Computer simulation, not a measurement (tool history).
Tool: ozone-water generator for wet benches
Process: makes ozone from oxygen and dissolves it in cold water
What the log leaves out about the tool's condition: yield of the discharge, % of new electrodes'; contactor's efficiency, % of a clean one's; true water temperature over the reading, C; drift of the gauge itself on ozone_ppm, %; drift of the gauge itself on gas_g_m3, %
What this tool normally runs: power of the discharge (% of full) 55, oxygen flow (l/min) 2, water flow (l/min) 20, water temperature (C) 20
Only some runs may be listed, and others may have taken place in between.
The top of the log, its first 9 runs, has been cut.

| run | hour | power of the discharge (% of full) | oxygen flow (l/min) | water flow (l/min) | water temperature (C) | hours of work since the electrodes were changed | hours of work since the contactor was cleaned | hours of work since the thermometer was calibrated | dissolved ozone (ppm) | ozone in the gas ahead of the water (g/m3) |
|---|---|---|---|---|---|---|---|---|---|---|
| 10 | 641.8 | 55 | 2 | 20 | 20 | 1150 | 1769 | 3389 | 7.9 | 142.4 |
| 11 | 699.3 | 55 | 2 | 20 | 20 | 1201 | 1820 | 3440 | 8.1 | 141.6 |
| 12 | 763.5 | 55 | 2 | 20 | 20 | 1258 | 1877 | 3497 | 8 | 142.9 |
| 13 | 813.5 | 55 | 2 | 20 | 14 | 1302 | 1921 | 3541 | 8.5 | 140.5 |
| 14 | 884.1 | 55 | 2 | 20 | 13 | 1365 | 1983 | 3603 | 8.6 | 142.9 |
| 15 | 970.6 | 55 | 2 | 20 | 12 | 1441 | 2060 | 3680 | 8.5 | 144.4 |
|  | 1020.6 | water thermometer calibrated |
| 16 | 1027.5 | 55 | 2 | 20 | 12 | 1491 | 2110 | 6 | 8.5 | 140.7 |
| 17 | 1098.4 | 55 | 2 | 20 | 12 | 1553 | 2172 | 69 | 8.7 | 142.5 |
| 18 | 1181.5 | 55 | 2 | 20 | 12 | 1627 | 2246 | 142 | 8.6 | 142.6 |
| 19 | 1222 | 55 | 2 | 20 | 20 | 1663 | 2282 | 178 | 8.1 | 142.2 |
| 20 | 1313.8 | 55 | 2 | 20 | 20 | 1744 | 2363 | 259 | 7.9 | 141.6 |
| 21 | 1379.7 | 55 | 2 | 20 | 20 | 1802 | 2421 | 317 | 7.9 | 142.4 |
| 22 | 1424.5 | 52 | 1.25 | 29 | 20 | 1842 | 2460 | 357 | 4.8 | 176.9 |
| 23 | 1465 | 52 | 1.25 | 29 | 20 | 1877 | 2496 | 393 | 4.6 | 174.3 |
| 24 | 1535.5 | 55 | 1.57 | 20 | 20 | 1940 | 2559 | 455 | 7.6 | 162.2 |
| 25 | 1594 | 69 | 2 | 13 | 17 | 1991 | 2610 | 507 | 14 | 164.6 |
| 26 | 1676.4 | 55 | 2 | 24 | 20 | 2064 | 2683 | 580 | 6.7 | 141.3 |
| 27 | 1726.1 | 90 | 2.11 | 20 | 23 | 2108 | 2727 | 623 | 10.9 | 193.5 |
| 28 | 1803.4 | 98 | 2 | 20 | 22 | 2176 | 2795 | 692 | 11.7 | 212.1 |
| 29 | 1867.6 | 55 | 1.46 | 15 | 20 | 2233 | 2852 | 748 | 9.5 | 167.3 |
| 30 | 1928.7 | 92 | 1.77 | 22 | 26 | 2287 | 2906 | 803 | 9.8 | 218.3 |

Run 31, settings as shown, results not yet in. Your forecast:
| 31 | 2014.9 | 58 | 1.77 | 23 | 26 | 2363 | 2982 | 879 | ? | ? |

Run 31 came out at dissolved ozone (ppm) 6.8, ozone in the gas ahead of the water (g/m3) 156.8.
If the tool had no hidden condition, the same run with the same run-to-run variation would have returned dissolved ozone (ppm) 6.8, ozone in the gas ahead of the water (g/m3) 156.9.
